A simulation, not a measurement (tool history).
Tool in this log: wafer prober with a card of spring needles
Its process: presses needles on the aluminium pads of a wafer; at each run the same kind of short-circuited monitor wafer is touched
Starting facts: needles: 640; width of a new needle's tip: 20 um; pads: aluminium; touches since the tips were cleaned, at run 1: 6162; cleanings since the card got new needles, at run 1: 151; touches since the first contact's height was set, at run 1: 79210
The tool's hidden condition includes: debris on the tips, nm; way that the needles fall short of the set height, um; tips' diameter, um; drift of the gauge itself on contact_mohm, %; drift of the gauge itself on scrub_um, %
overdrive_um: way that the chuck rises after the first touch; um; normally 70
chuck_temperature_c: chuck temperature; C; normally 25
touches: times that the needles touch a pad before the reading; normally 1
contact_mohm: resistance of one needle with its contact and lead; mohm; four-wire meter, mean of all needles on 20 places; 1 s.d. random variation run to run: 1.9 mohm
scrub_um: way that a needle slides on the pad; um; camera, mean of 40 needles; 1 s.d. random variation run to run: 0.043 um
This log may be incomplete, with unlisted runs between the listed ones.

run    hour  overdrive_um  chuck_temperature_c  touches  touches since the tips were cleaned  cleanings since the card got new needles  touches since the first contact's height was set  contact_mohm  scrub_um
  1     0.0            70                   25        1                                 6162                                       151                                             79210           257     13.85
        4.5  -- tips cleaned on abrasive film
       26.1  -- tips cleaned on abrasive film
       48.2  -- tips cleaned on abrasive film
       69.9  -- tips cleaned on abrasive film
  2    82.7            70                   25        1                                 5452                                       155                                            114301           258     13.84
       91.6  -- tips cleaned on abrasive film
      112.5  -- tips cleaned on abrasive film
  3   127.5            70                   25        1                                 6415                                       157                                            133314           263     13.68
      132.0  -- tips cleaned on abrasive film
      153.8  -- tips cleaned on abrasive film
      175.4  -- tips cleaned on abrasive film
  4   184.7            70                   25        1                                 3941                                       160                                            157557           253     13.65
      193.6  -- tips cleaned on abrasive film
      214.5  -- tips cleaned on abrasive film
      234.4  -- tips cleaned on abrasive film
  5   234.4            70                   42        1                                    0                                       163                                            178642           218     13.65
      256.0  -- tips cleaned on abrasive film
      277.0  -- tips cleaned on abrasive film
      298.3  -- tips cleaned on abrasive film
  6   312.6            70                   42        1                                 6075                                       166                                            211820           277     13.55
      317.1  -- tips cleaned on abrasive film
      326.1  -- height of the first contact set anew
      339.2  -- tips cleaned on abrasive film
      360.6  -- tips cleaned on abrasive film
      382.2  -- tips cleaned on abrasive film
      400.9  -- tips cleaned on abrasive film
  7   400.9            70                   42        1                                    0                                       171                                             31713           217     13.98
      421.9  -- tips cleaned on abrasive film
      439.5  -- tips cleaned on abrasive film
  8   454.0            70                   42        1                                 6172                                       173                                             54255           269     13.96
      458.0  -- tips cleaned on abrasive film
      480.1  -- tips cleaned on abrasive film
      501.1  -- tips cleaned on abrasive film
  9   517.9            70                   42        1                                 7154                                       176                                             81342           275     13.83
      522.4  -- tips cleaned on abrasive film
      540.0  -- tips cleaned on abrasive film
      561.9  -- tips cleaned on abrasive film
      582.1  -- tips cleaned on abrasive film
      602.9  -- tips cleaned on abrasive film
 10   602.9            70                   42        1                                    0                                       181                                            117389           217     13.74
      623.8  -- tips cleaned on abrasive film
      641.4  -- tips cleaned on abrasive film
 11   649.6            70                   42        1                                 3488                                       183                                            137217           261     13.66
      662.9  -- tips cleaned on abrasive film
      684.7  -- tips cleaned on abrasive film
 12   689.2            70                   34        1                                 1930                                       185                                            154013           244     13.73
      705.7  -- tips cleaned on abrasive film
      727.8  -- tips cleaned on abrasive film
      749.9  -- tips cleaned on abrasive film
 13   757.4            70                   34        1                                 3197                                       188                                            182932           255     13.55
      770.6  -- tips cleaned on abrasive film
      792.5  -- tips cleaned on abrasive film
 14   806.8            68                   25        1                                 6124                                       190                                            203931           281     13.13
      811.3  -- tips cleaned on abrasive film
      823.3  -- card fitted with new needles
      844.1  -- tips cleaned on abrasive film
      865.6  -- tips cleaned on abrasive film
      884.6  -- tips cleaned on abrasive film
 15   884.6            54                   25        2                                    0                                         3                                             25999           212     10.83
      905.8  -- tips cleaned on abrasive film
      927.7  -- tips cleaned on abrasive film
 16   934.6            90                  110        2                                 2962                                         5                                             47248           225     18.00
      947.9  -- tips cleaned on abrasive film
      970.0  -- tips cleaned on abrasive film
      991.0  -- tips cleaned on abrasive film
     1012.3  -- tips cleaned on abrasive film
 17  1014.5            90                  110        2                                  948                                         9                                             81130           225     17.88
     1031.9  -- tips cleaned on abrasive film
     1053.3  -- tips cleaned on abrasive film
 18  1055.2            72                   56        1                                  812                                        11                                             98391           218     14.28
     1072.9  -- tips cleaned on abrasive film
     1093.4  -- tips cleaned on abrasive film
 19  1093.4            82                  109        1                                    0                                        13                                            114575           219     16.20
     1115.4  -- tips cleaned on abrasive film
     1137.5  -- tips cleaned on abrasive film
     1158.8  -- tips cleaned on abrasive film
 20  1165.4            84                   35        2                                 2805                                        16                                            145141           210     16.53
     1178.7  -- tips cleaned on abrasive film
     1200.7  -- tips cleaned on abrasive film
     1222.1  -- tips cleaned on abrasive film
     1243.4  -- tips cleaned on abrasive film
 21  1248.2            84                   35        2                                 2043                                        20                                            180275           211     16.51
     1261.5  -- tips cleaned on abrasive film
     1283.0  -- tips cleaned on abrasive film
     1304.5  -- tips cleaned on abrasive film
 22  1315.7            86                   65        1                                 4778                                        23                                            208935           228     16.73
     1324.6  -- tips cleaned on abrasive film
     1338.1  -- height of the first contact set anew
     1347.0  -- tips cleaned on abrasive film
     1368.6  -- tips cleaned on abrasive film
 23  1372.1            86                   65        1                                 1511                                        26                                             14429           216     17.31
     1389.1  -- tips cleaned on abrasive film
     1409.8  -- tips cleaned on abrasive film
 24  1423.9            76                   25        1                                 6003                                        28                                             36412           238     15.13
     1428.4  -- tips cleaned on abrasive film
     1450.5  -- tips cleaned on abrasive film
     1472.5  -- tips cleaned on abrasive film
     1492.7  -- tips cleaned on abrasive film
 25  1498.5            73                   61        2                                 2462                                        32                                             68042           222     14.46
     1511.8  -- tips cleaned on abrasive film
     1533.8  -- tips cleaned on abrasive film
     1555.0  -- tips cleaned on abrasive film
 26  1555.0            73                   76        2                                    0                                        35                                             91983           217     14.39
     1576.3  -- tips cleaned on abrasive film
     1598.4  -- tips cleaned on abrasive film
 27  1613.5            61                   76        2                                 6447                                        37                                            116848           250     11.96

Results per run with the tool's hidden condition removed, run-to-run variation unchanged:
run  contact_mohm  scrub_um
  1           200     14.04
  2           200     14.12
  3           200     14.00
  4           204     14.04
  5           208     14.09
  6           211     14.06
  7           204     14.07
  8           207     14.10
  9           211     14.04
 10           206     14.07
 11           208     14.04
 12           204     14.15
 13           204     14.04
 14           203     13.67
 15           208     10.91
 16           217     18.12
 17           220     18.08
 18           206     14.52
 19           216     16.49
 20           199     16.88
 21           201     16.95
 22           206     17.23
 23           205     17.35
 24           204     15.22
 25           209     14.66
 26           214     14.65
 27           218     12.27
